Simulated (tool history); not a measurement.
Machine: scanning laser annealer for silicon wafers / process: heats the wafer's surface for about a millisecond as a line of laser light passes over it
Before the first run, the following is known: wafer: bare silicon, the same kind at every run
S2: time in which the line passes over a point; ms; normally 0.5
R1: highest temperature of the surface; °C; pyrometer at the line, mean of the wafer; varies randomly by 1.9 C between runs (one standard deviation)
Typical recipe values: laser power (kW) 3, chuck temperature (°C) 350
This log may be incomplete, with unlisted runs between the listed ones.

Run 1, hour 0: usual settings. Result: R1 1119 °C.
Run 2, hour 7.7: usual settings. Result: R1 1118 °C.
Run 3, hour 14.3: usual settings but S2 0.453 ms. Result: R1 1085 °C.
Run 4, hour 23.1: usual settings but chuck temperature (°C) 315. Result: R1 1081 °C.
Run 5, hour 29.2: usual settings but chuck temperature (°C) 315. Result: R1 1085 °C.
Run 6, hour 38.2: usual settings but S2 0.549 ms, chuck temperature (°C) 315. Result: R1 1113 °C.
Run 7, hour 42: usual settings but S2 0.549 ms, chuck temperature (°C) 315. Result: R1 1112 °C.
Run 8, hour 50.7: usual settings but laser power (kW) 2.963. Result: R1 1108 °C.
Run 9, hour 55.5: usual settings but laser power (kW) 2.963, chuck temperature (°C) 387. Result: R1 1146 °C.
Run 10, hour 63.7: usual settings but chuck temperature (°C) 387. Result: R1 1151 °C.
Run 11, hour 68.4: usual settings but S2 0.474 ms. Result: R1 1101 °C.
Run 12, hour 74.8: usual settings. Result: R1 1115 °C.
Run 13, hour 78.9: usual settings. Result: R1 1115 °C.
Run 14, hour 88: usual settings but chuck temperature (°C) 388. Result: R1 1153 °C.
Run 15, hour 93.8: usual settings but chuck temperature (°C) 388. Result: R1 1151 °C.
Run 16, hour 99.2: usual settings but laser power (kW) 2.935, chuck temperature (°C) 338. Result: R1 1090 °C.
Run 17, hour 107.1: usual settings but laser power (kW) 2.935, chuck temperature (°C) 338. Result: R1 1081 °C.
Run 18, hour 115.9: usual settings but laser power (kW) 3.001, S2 0.427 ms, chuck temperature (°C) 338. Result: R1 1055 °C.
Run 19, hour 121.9: usual settings but laser power (kW) 2.871, S2 0.404 ms. Result: R1 1019 °C.
Run 20, hour 129.4: usual settings but laser power (kW) 2.934, S2 0.439 ms, chuck temperature (°C) 315. Result: R1 1025 °C.
Run 21, hour 136.4: usual settings but laser power (kW) 2.841, S2 0.505 ms, chuck temperature (°C) 324. Result: R1 1053 °C.
Run 22, hour 141.8: usual settings but S2 0.507 ms. Result: R1 1118 °C.
Run 23, hour 148.8: usual settings but S2 0.507 ms. Result: R1 1118 °C.
Run 24, hour 156.6: usual settings but S2 0.608 ms, chuck temperature (°C) 365. Result: R1 1197 °C.
Run 25, hour 160.6: usual settings but S2 0.608 ms, chuck temperature (°C) 365. Result: R1 1202 °C.
Run 26, hour 165.4: usual settings but S2 0.484 ms, chuck temperature (°C) 344. Result: R1 1099 °C.
Run 27, hour 170: usual settings but laser power (kW) 2.989, S2 0.476 ms, chuck temperature (°C) 345. Result: R1 1092 °C.
Run 28, hour 179.4: usual settings but laser power (kW) 2.952, S2 0.375 ms, chuck temperature (°C) 346. Result: R1 1013 °C.
Run 29, hour 187.8: usual settings but laser power (kW) 2.952, S2 0.353 ms, chuck temperature (°C) 346. Result: R1 998 °C.
Run 30, hour 194.3: usual settings but laser power (kW) 2.952, S2 0.353 ms, chuck temperature (°C) 346. Result: R1 995 °C.

Below are 3 alternative next runs, each starting from the tool's condition after run 30. Predict each:
Run A, hour 198.5: usual settings but laser power (kW) 2.881, S2 0.417 ms. Result: R1 ?.
Run B, hour 198.5: usual settings but S2 0.386 ms, chuck temperature (°C) 383. Result: R1 ?.
Run C, hour 198.5: usual settings but laser power (kW) 2.931, S2 0.516 ms, chuck temperature (°C) 375. Result: R1 ?.

run    R1
  A  1030
  B  1067
  C  1130
What these runs would have given with no unlogged condition in the tool:
run    R1
  A  1031
  B  1067
  C  1131

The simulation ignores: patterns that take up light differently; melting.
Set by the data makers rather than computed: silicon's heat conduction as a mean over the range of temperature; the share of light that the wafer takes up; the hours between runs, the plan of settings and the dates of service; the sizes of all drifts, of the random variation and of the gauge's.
